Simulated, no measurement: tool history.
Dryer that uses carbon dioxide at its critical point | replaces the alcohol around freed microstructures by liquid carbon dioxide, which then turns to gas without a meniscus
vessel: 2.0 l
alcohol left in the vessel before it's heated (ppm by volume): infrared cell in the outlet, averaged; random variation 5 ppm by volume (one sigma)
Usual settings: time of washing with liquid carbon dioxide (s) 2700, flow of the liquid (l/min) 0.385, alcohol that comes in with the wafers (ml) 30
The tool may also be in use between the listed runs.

run,hour,time of washing with liquid carbon dioxide (s),flow of the liquid (l/min),alcohol that comes in with the wafers (ml),alcohol left in the vessel before it's heated (ppm by volume)
1,0,2700,0.385,30,55
2,18,2700,0.385,30,62
3,26.3,2160,0.385,30,101
4,33.9,2700,0.385,118,89
5,42.8,2700,0.385,118,91
# hour 56.5: inlet filter changed
6,60.5,2700,0.385,118,74
7,73.1,2700,0.385,118,79
8,90.4,2700,0.385,85,83
9,102.4,2700,0.385,85,81
10,116.9,2700,0.385,85,78
11,134.2,2700,0.385,30,84
12,143.1,2700,0.385,30,81
13,156,2700,0.385,30,84
14,170.1,2700,0.385,30,91
15,185.8,2700,0.385,30,95
16,194.3,2700,0.385,30,102
17,202.2,2700,0.385,30,105
18,219.2,2700,0.384,30,105
19,226.4,3600,0.426,36,107
20,234.1,1740,0.469,92,181
21,243,1740,0.469,92,185
22,257.5,1740,0.469,92,185
23,270.6,1620,0.385,84,451
24,280.2,1620,0.385,84,446
25,288.3,3240,0.502,30,107
26,304.2,2040,0.502,24,117
27,314.5,3480,0.244,24,138
28,330.3,3180,0.385,69,127
29,343.8,2940,0.385,75,128

The next listed run, before its measurement:
30,355.3,2940,0.568,58,?

alcohol left in the vessel before it's heated (ppm by volume): 126
Without the tool's hidden state the same run would have given alcohol left in the vessel before it's heated (ppm by volume) 4.

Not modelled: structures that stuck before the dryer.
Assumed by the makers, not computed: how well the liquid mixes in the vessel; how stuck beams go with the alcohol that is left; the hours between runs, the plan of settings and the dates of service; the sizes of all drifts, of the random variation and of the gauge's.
